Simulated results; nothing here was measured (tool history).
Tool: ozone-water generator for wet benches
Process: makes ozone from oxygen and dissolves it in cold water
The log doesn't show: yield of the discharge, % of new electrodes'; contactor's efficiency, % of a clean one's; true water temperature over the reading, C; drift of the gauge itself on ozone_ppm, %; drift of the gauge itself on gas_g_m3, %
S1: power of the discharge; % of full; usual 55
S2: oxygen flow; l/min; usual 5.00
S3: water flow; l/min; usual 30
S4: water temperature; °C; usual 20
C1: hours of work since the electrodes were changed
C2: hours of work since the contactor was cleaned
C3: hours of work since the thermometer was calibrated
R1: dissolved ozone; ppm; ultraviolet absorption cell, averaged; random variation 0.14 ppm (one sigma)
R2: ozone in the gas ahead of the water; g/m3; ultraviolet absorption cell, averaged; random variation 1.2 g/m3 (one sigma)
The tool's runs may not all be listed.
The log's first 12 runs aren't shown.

| run | hour | S1 | S2 | S3 | S4 | C1 | C2 | C3 | R1 | R2 |
|---|---|---|---|---|---|---|---|---|---|---|
| 13 | 1542.2 | 55 | 6.36 | 30 | 20 | 6519 | 9987 | 1136 | 14.7 | 175.7 |
| 14 | 1700.9 | 50 | 6.36 | 30 | 20 | 6663 | 10130 | 1279 | 13.5 | 164.0 |
| 15 | 1835.3 | 50 | 6.36 | 30 | 20 | 6784 | 10251 | 1401 | 13.8 | 162.8 |
|  | 1918.4 | contactor cleaned |
| 16 | 1996.1 | 50 | 6.36 | 30 | 20 | 6926 | 70 | 1542 | 15.2 | 163.6 |
| 17 | 2121.6 | 54 | 7.51 | 43 | 21 | 7039 | 183 | 1656 | 11.5 | 159.2 |
| 18 | 2201.3 | 56 | 4.02 | 35 | 14 | 7111 | 255 | 1727 | 13.6 | 216.9 |
| 19 | 2282.2 | 43 | 5.00 | 30 | 16 | 7184 | 328 | 1800 | 13.5 | 162.2 |
| 20 | 2367.6 | 48 | 6.00 | 19 | 16 | 7261 | 405 | 1878 | 22.3 | 162.7 |

Forecast run 21:
| 21 | 2447.9 | 95 | 3.96 | 35 | 12 | 7333 | 478 | 1950 | ? | ? |

Run 21 gave R1 20.2 ppm, R2 321.2 g/m3.
Without the tool's hidden state the same run would have given R1 22.7 ppm, R2 359.6 g/m3.
